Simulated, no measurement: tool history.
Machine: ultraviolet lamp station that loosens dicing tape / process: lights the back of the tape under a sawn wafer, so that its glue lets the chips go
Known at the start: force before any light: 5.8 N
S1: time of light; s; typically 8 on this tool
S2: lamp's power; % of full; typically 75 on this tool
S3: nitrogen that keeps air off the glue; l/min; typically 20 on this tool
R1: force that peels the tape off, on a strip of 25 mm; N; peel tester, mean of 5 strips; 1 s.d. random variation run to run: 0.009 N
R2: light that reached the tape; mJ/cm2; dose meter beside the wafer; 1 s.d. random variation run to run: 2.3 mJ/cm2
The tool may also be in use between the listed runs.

{"run": 1, "hour": 0.0, "S1": 8, "S2": 75, "S3": 20, "R1": 0.38, "R2": 245}
{"run": 2, "hour": 34.7, "S1": 5, "S2": 75, "S3": 20, "R1": 0.8, "R2": 152}
{"run": 3, "hour": 64.8, "S1": 8, "S2": 73, "S3": 20, "R1": 0.384, "R2": 238}
{"run": 4, "hour": 106.6, "S1": 8, "S2": 73, "S3": 20, "R1": 0.38, "R2": 237}
{"run": 5, "hour": 137.8, "S1": 5, "S2": 75, "S3": 20, "R1": 0.803, "R2": 153}
{"run": 6, "hour": 164.3, "S1": 7, "S2": 75, "S3": 20, "R1": 0.477, "R2": 217}
{"run": 7, "hour": 194.8, "S1": 12, "S2": 75, "S3": 20, "R1": 0.264, "R2": 369}
{"run": 8, "hour": 227.9, "S1": 8, "S2": 63, "S3": 21, "R1": 0.473, "R2": 209}
{"run": 9, "hour": 275.9, "S1": 4, "S2": 63, "S3": 24, "R1": 1.374, "R2": 108}
{"run": 10, "hour": 298.6, "S1": 6, "S2": 70, "S3": 20, "R1": 0.647, "R2": 172}
{"run": 11, "hour": 328.7, "S1": 11, "S2": 100, "S3": 20, "R1": 0.246, "R2": 448}
{"run": 12, "hour": 375.1, "S1": 5, "S2": 81, "S3": 18, "R1": 0.714, "R2": 163}
{"run": 13, "hour": 401.5, "S1": 5, "S2": 81, "S3": 18, "R1": 0.714, "R2": 163}

A few steps of R1 between consecutive runs. Split each: what settings, incoming material and random variation would produce without the hidden state, and what is left over for the hidden state, along with gauge scatter present in only one of the two compared results (measured, and without hidden state):
What the log doesn't record here: lamp's light, % of a new lamp's; light that the window lets through, % of a clean one's; drift of the gauge itself on peel_n, %; drift of the gauge itself on dose_mj_cm2, %.
Run 8 -> 9: S1 8 -> 4, S3 21 -> 24. R1 +0.901 N: hidden state +0.005, all else +0.896.
Run 11 -> 12: S1 11 -> 5, S2 100 -> 81, S3 20 -> 18. R1 +0.468 N: hidden state +0.006, all else +0.462.
